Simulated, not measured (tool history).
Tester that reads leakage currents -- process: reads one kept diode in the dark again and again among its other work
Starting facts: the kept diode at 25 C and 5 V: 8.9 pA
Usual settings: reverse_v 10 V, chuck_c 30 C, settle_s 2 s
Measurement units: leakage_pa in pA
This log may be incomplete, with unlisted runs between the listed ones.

run,hour,reverse_v,chuck_c,settle_s,leakage_pa
1,0,10,30,2,23.44
2,149.3,10,30,2,24.85
3,269.1,10,30,2,26.28
4,369.1,10,30,2,27.07
5,478.6,10,30,2,28.48
6,602.8,10,30,2,29.66
7,696.3,10,30,2,30.68
8,766,10,30,2,31.4
9,841.3,2.4,30,2,11.49
10,923.6,10,30,2,33.08
11,1020.6,10,30,2,34.11
12,1097.1,10,30,2,34.74
13,1230.3,4.5,30,2,19.64
14,1329.3,4.5,30,2,19.99
15,1425.7,4.5,30,2,20.6
16,1527.4,4.5,30,2,20.93
17,1614.9,4.5,30,2,21.3
18,1757.1,4.5,30,2,21.87
19,1826.1,4.5,30,2,22.17
20,1972.3,5,30,2,25.01
21,2100.3,6,37,2.15,38.84
22,2234.1,6,37,2.15,39.5
# hour 2308.7: tester calibrated
23,2308.7,6,37,2.15,40.16
# hour 2437.2: probe card cleaned and baked
24,2472.5,6,37,2.15,23.33
25,2613.8,6,34,0.76,20.94
26,2714.7,6,34,0.76,21.38
27,2804.6,10,40,2.75,42.16
28,2975,10,40,2.75,43.35
29,3098.9,3,32,2.43,12.65
30,3249.3,7.7,30,1.78,22.82
31,3372.3,7.7,23,1.78,17.52
32,3480.7,4.2,60,0.3,91.37
33,3566.2,6.8,30,4.54,22.66
34,3725.5,1.8,34,0.37,12.16
35,3862.3,7.5,27,4.37,23.57
36,3952.9,7.5,27,4.37,24.28
37,4120.8,12,44,0.44,80.64
# hour 4170.2: chuck's temperature calibrated
38,4284.5,12,44,0.44,89.72
39,4371,10,33,2,46.5

Each row is a separate what-if for the run after 39, all from the same tool condition, not one after another. Results?
A,4498.8,12.2,29,2.07,?
B,4498.8,5.3,33,2,?
C,4498.8,10,30,0.55,?
D,4498.8,10,30,6.82,?
E,4498.8,2,24,0.51,?

run,leakage_pa
A,48.85
B,29.18
C,45.8
D,42.28
E,10.19
Without the tool's unlogged condition, the same runs would have read:
run,leakage_pa
A,21.64
B,17.43
C,23.46
D,19.99
E,5.74
